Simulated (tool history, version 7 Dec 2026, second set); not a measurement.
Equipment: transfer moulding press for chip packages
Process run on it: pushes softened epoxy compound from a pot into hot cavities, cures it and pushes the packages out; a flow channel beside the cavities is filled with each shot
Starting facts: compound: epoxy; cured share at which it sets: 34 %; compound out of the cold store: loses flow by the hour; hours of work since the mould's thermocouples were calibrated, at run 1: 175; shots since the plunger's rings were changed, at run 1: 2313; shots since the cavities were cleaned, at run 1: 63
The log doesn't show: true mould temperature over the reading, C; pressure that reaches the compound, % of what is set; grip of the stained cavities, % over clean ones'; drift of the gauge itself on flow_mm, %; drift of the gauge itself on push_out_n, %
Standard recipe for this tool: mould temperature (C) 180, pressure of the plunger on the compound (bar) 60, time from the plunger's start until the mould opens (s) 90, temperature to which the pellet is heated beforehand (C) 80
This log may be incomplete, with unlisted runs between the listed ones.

run   hour  mould temperature (C)  pressure of the plunger on the compound (bar)  time from the plunger's start until the mould opens (s)  temperature to which the pellet is heated beforehand (C)  hours of work since the mould's thermocouples were calibrated  shots since the plunger's rings were changed  shots since the cavities were cleaned  incoming compound's hours out of the cold store  length that the compound runs in the flow channel (mm)  greatest force on the pins that push the packages out (N)
  1      0                    180                                             60                                                       90                                                        80                                                            175                                          2313                                     63                                             14.5                                                     762                                                        631
  2   11.8                    180                                             60                                                       90                                                        80                                                            182                                          2449                                    199                                             44.8                                                     665                                                        660
  3   24.4                    180                                           49.5                                                       90                                                        80                                                            189                                          2594                                    344                                             32.1                                                     638                                                        761
  4   36.9                    180                                             60                                                       90                                                        80                                                            196                                          2739                                    489                                              8.3                                                     790                                                        847
      39.9  -- cavities cleaned with cleaning compound and waxed
  5   58.4                    180                                             60                                                       90                                                        80                                                            208                                          2971                                    215                                             46.8                                                     655                                                        657
  6   78.6                    180                                             60                                                       90                                                        80                                                            219                                          3203                                    447                                             43.7                                                     670                                                        768
      85.4  -- cavities cleaned with cleaning compound and waxed
  7   92.4                    180                                             60                                                       90                                                        80                                                            226                                          3346                                     81                                             40.3                                                     674                                                        597
  8  111.9                    180                                             60                                                       90                                                        80                                                            238                                          3572                                    307                                             43.1                                                     652                                                        717
     131.9  -- cavities cleaned with cleaning compound and waxed
  9  132.9                    180                                             60                                                       90                                                        80                                                            249                                          3796                                     11                                             34.2                                                     685                                                        569
 10  148.8                    180                                             60                                                       90                                                        80                                                            258                                          3980                                    195                                             29.9                                                     705                                                        689
 11  163.7                    180                                             60                                                       90                                                        80                                                            267                                          4153                                    368                                              8.1                                                     760                                                        818
       177  -- cavities cleaned with cleaning compound and waxed
 12  181.4                    180                                             60                                                       90                                                        80                                                            276                                          4340                                     51                                               20                                                     722                                                        606
 13  200.4                    187                                           48.6                                                       90                                                        80                                                            287                                          4560                                    271                                             39.1                                                     579                                                        566
     205.9  -- plunger's sealing rings changed
 14  218.6                    180                                           52.2                                                       90                                                        80                                                            296                                           146                                    451                                             27.8                                                     705                                                        814
     225.3  -- cavities cleaned with cleaning compound and waxed
 15  232.9                    179                                             70                                                       74                                                        72                                                            303                                           294                                     87                                             35.8                                                     790                                                       1006
 16  248.9                    179                                             70                                                       74                                                        72                                                            313                                           480                                    273                                             38.3                                                     771                                                       1144
 17    258                    179                                             70                                                       74                                                        72                                                            318                                           585                                    378                                             39.3                                                     764                                                       1188
 18  267.2                    180                                             60                                                      101                                                        80                                                            323                                           691                                    484                                             37.4                                                     716                                                        690
     270.2  -- cavities cleaned with cleaning compound and waxed
 19  289.4                    180                                           71.6                                                       74                                                        80                                                            335                                           930                                    222                                             20.1                                                     833                                                       1051
 20    302                    180                                           71.6                                                       74                                                        80                                                            342                                          1076                                    368                                             21.5                                                     822                                                       1132
 21  311.1                    177                                             60                                                       95                                                        85                                                            347                                          1182                                    474                                             37.8                                                     713                                                        852
     315.4  -- cavities cleaned with cleaning compound and waxed
 22  323.3                    180                                           47.5                                                      109                                                        80                                                            354                                          1305                                     92                                              9.8                                                     713                                                        501
 23  333.6                    180                                           60.4                                                       90                                                        83                                                            360                                          1424                                    211                                               38                                                     712                                                        667

Describe how what the log doesn't record of the tool's condition differs between the last listed run preceding each entry between runs and the first listed run following it.
In the gap between runs 4 and 5: cavities cleaned with cleaning compound and waxed (hour 39.9)
  true mould temperature over the reading, C: -0.43 -> -0.44; pressure that reaches the compound, % of what is set: 90.88 -> 90.15; grip of the stained cavities, % over clean ones': 46.9 -> 27.2
  measured minus no-state result, length that the compound runs in the flow channel (mm): -37 -> -33; greatest force on the pins that push the packages out (N): +284 -> +151
In the gap between runs 6 and 7: cavities cleaned with cleaning compound and waxed (hour 85.4)
  pressure that reaches the compound, % of what is set: 89.37 -> 88.94; grip of the stained cavities, % over clean ones': 45.1 -> 12.3
  measured minus no-state result, length that the compound runs in the flow channel (mm): -37 -> -39; greatest force on the pins that push the packages out (N): +251 -> +78
In the gap between runs 8 and 9: cavities cleaned with cleaning compound and waxed (hour 131.9)
  true mould temperature over the reading, C: -0.46 -> -0.47; pressure that reaches the compound, % of what is set: 88.19 -> 87.43; grip of the stained cavities, % over clean ones': 35.3 -> 2.7
  measured minus no-state result, length that the compound runs in the flow channel (mm): -41 -> -46; greatest force on the pins that push the packages out (N): +197 -> +27
In the gap between runs 11 and 12: cavities cleaned with cleaning compound and waxed (hour 177)
  true mould temperature over the reading, C: -0.49 -> -0.5; pressure that reaches the compound, % of what is set: 86.19 -> 85.54; grip of the stained cavities, % over clean ones': 39.8 -> 9
  measured minus no-state result, length that the compound runs in the flow channel (mm): -56 -> -57; greatest force on the pins that push the packages out (N): +249 -> +63
In the gap between runs 13 and 14: plunger's sealing rings changed (hour 205.9)
  pressure that reaches the compound, % of what is set: 84.79 -> 99.42; grip of the stained cavities, % over clean ones': 31.6 -> 45.4
  measured minus no-state result, length that the compound runs in the flow channel (mm): -48 -> +0; greatest force on the pins that push the packages out (N): +139 -> +268
In the gap between runs 14 and 15: cavities cleaned with cleaning compound and waxed (hour 225.3)
  true mould temperature over the reading, C: -0.51 -> -0.52; pressure that reaches the compound, % of what is set: 99.42 -> 98.95; grip of the stained cavities, % over clean ones': 45.4 -> 15
  measured minus no-state result, length that the compound runs in the flow channel (mm): +0 -> -2; greatest force on the pins that push the packages out (N): +268 -> +161
In the gap between runs 18 and 19: cavities cleaned with cleaning compound and waxed (hour 270.2)
  true mould temperature over the reading, C: -0.53 -> -0.54; pressure that reaches the compound, % of what is set: 97.57 -> 96.79; grip of the stained cavities, % over clean ones': 47.5 -> 25.7
  measured minus no-state result, length that the compound runs in the flow channel (mm): -7 -> -12; greatest force on the pins that push the packages out (N): +229 -> +244
In the gap between runs 21 and 22: cavities cleaned with cleaning compound and waxed (hour 315.4)
  true mould temperature over the reading, C: -0.55 -> -0.56; pressure that reaches the compound, % of what is set: 95.92 -> 95.44; grip of the stained cavities, % over clean ones': 45.5 -> 12.5
  measured minus no-state result, length that the compound runs in the flow channel (mm): -13 -> -15; greatest force on the pins that push the packages out (N): +281 -> +61
